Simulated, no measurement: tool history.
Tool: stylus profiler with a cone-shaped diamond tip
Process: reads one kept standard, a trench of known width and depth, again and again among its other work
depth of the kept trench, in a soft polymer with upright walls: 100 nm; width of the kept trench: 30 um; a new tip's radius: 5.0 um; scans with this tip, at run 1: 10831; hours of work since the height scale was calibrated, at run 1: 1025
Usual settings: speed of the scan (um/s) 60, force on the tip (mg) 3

| run | day | speed of the scan (um/s) | force on the tip (mg) | scans with this tip | hours of work since the height scale was calibrated | depth of the trench (angstrom) | width of the trench's floor (µm) |
|---|---|---|---|---|---|---|---|
| 1 | 0 | 60 | 3 | 10831 | 1025 | 1017.6 | 27.64 |
| 2 | 2.108 | 60 | 3 | 11127 | 1053 | 1017.5 | 27.63 |
| 3 | 4.725 | 60 | 3 | 11494 | 1088 | 1018.2 | 27.65 |
| 4 | 7.529 | 27 | 3 | 11888 | 1125 | 1018 | 27.88 |
| 5 | 8.962 | 27 | 3 | 12089 | 1145 | 1018.2 | 27.85 |
| 6 | 11.112 | 27 | 3 | 12391 | 1173 | 1017.9 | 27.85 |
| 7 | 12.779 | 27 | 3 | 12625 | 1195 | 1017.2 | 27.86 |
| 8 | 15.767 | 27 | 3 | 13044 | 1235 | 1018.3 | 27.82 |
| 9 | 18.312 | 27 | 3 | 13401 | 1269 | 1017.4 | 27.84 |
| 10 | 19.546 | 101 | 3 | 13574 | 1285 | 1017.6 | 27.49 |
| 11 | 21.433 | 164 | 6.46 | 13839 | 1310 | 1030.5 | 27.38 |
| 12 | 23.929 | 42 | 1.19 | 14190 | 1343 | 1010 | 27.61 |
| 13 | 26.229 | 19 | 6.91 | 14513 | 1374 | 1031.8 | 27.89 |
| 14 | 28.792 | 19 | 6.91 | 14872 | 1408 | 1031.8 | 27.94 |
| 15 | 31.783 | 17 | 8.18 | 15292 | 1448 | 1034.9 | 28 |
| 16 | 33.642 | 22 | 2.51 | 15553 | 1472 | 1016.5 | 27.85 |
| 17 | 35.758 | 66 | 2.8 | 15850 | 1501 | 1017.3 | 27.59 |
| 18 | 37.162 | 66 | 2.8 | 16047 | 1519 | 1017.6 | 27.6 |
| 19 | 39.129 | 66 | 2.8 | 16323 | 1545 | 1016.7 | 27.61 |

Forecast each of these 4 alternatives for the next run:
| A | 40.908 | 61 | 3.85 | 16573 | 1569 | ? | ? |
| B | 40.908 | 143 | 3.83 | 16573 | 1569 | ? | ? |
| C | 40.908 | 78 | 2.65 | 16573 | 1569 | ? | ? |
| D | 40.908 | 222 | 2.8 | 16573 | 1569 | ? | ? |

| run | depth of the trench (angstrom) | width of the trench's floor (µm) |
|---|---|---|
| A | 1021.1 | 27.68 |
| B | 1021.1 | 27.26 |
| C | 1016.8 | 27.56 |
| D | 1018 | 26.7 |
Without the tool's hidden state the same runs would have given:
| run | depth of the trench (angstrom) | width of the trench's floor (µm) |
|---|---|---|
| A | 1020.9 | 27.7 |
| B | 1020.9 | 27.28 |
| C | 1016.6 | 27.59 |
| D | 1017.8 | 26.73 |
